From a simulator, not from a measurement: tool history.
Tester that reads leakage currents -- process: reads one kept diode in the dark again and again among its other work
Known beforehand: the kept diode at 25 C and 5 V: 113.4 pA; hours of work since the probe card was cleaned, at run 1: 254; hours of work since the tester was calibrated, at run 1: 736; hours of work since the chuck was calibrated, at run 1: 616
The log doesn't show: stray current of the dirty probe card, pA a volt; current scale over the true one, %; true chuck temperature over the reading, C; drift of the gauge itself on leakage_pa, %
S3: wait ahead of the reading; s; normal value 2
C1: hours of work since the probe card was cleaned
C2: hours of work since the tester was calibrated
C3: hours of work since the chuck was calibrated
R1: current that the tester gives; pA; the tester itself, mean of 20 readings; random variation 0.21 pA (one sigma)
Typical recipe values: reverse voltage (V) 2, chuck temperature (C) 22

Run 1, hour 0: usual settings; C1 254; C2 736; C3 616. Result: R1 72.79 pA.
Run 2, hour 92: usual settings; C1 324; C2 806; C3 685. Result: R1 73 pA.
Run 3, hour 170.8: usual settings; C1 384; C2 865; C3 745. Result: R1 74.52 pA.
Run 4, hour 277.5: usual settings; C1 465; C2 946; C3 826. Result: R1 74.78 pA.
Run 5, hour 368.5: usual settings; C1 534; C2 1015; C3 895. Result: R1 75.57 pA.
Run 6, hour 477.3: usual settings; C1 616; C2 1098; C3 977. Result: R1 75.97 pA.
Run 7, hour 546.9: usual settings; C1 669; C2 1151; C3 1030. Result: R1 76.58 pA.
Run 8, hour 647.3: usual settings; C1 745; C2 1227; C3 1106. Result: R1 77.58 pA.
Run 9, hour 696.4: usual settings but S3 0.67 s; C1 782; C2 1264; C3 1143. Result: R1 78.09 pA.
Run 10, hour 756.8: usual settings but S3 0.67 s; C1 828; C2 1310; C3 1189. Result: R1 78.53 pA.
Run 11, hour 862.1: usual settings; C1 908; C2 1389; C3 1269. Result: R1 78.83 pA.
Run 12, hour 910.3: usual settings; C1 944; C2 1426; C3 1306. Result: R1 78.92 pA.
Run 13, hour 965.9: usual settings; C1 986; C2 1468; C3 1348. Result: R1 79.47 pA.
At hour 994.4: chuck's temperature calibrated.
Run 14, hour 1079.7: usual settings; C1 1071; C2 1553; C3 65. Result: R1 68.52 pA.
Run 15, hour 1127.9: usual settings; C1 1108; C2 1589; C3 101. Result: R1 68.69 pA.
Run 16, hour 1228.6: usual settings; C1 1184; C2 1666; C3 178. Result: R1 69.41 pA.
Run 17, hour 1333.7: usual settings; C1 1264; C2 1745; C3 257. Result: R1 69.98 pA.
Run 18, hour 1420.6: usual settings; C1 1330; C2 1811; C3 323. Result: R1 70.65 pA.
Run 19, hour 1489.1: usual settings; C1 1382; C2 1863; C3 375. Result: R1 71.16 pA.
Run 20, hour 1558.8: usual settings but reverse voltage (V) 1.18, S3 2.77 s; C1 1434; C2 1916; C3 428. Result: R1 59.91 pA.

Run 21 has not been measured yet. What should we expect?
Run 21, hour 1610.4: usual settings but reverse voltage (V) 19.61, chuck temperature (C) 31, S3 0.81 s; C1 1474; C2 1955; C3 467. Result: R1 ?.

{"run 21": {"R1": 306.6}}
On a tool with no hidden condition, and with the same random variation, this run would have come out at R1 280.09 pA.
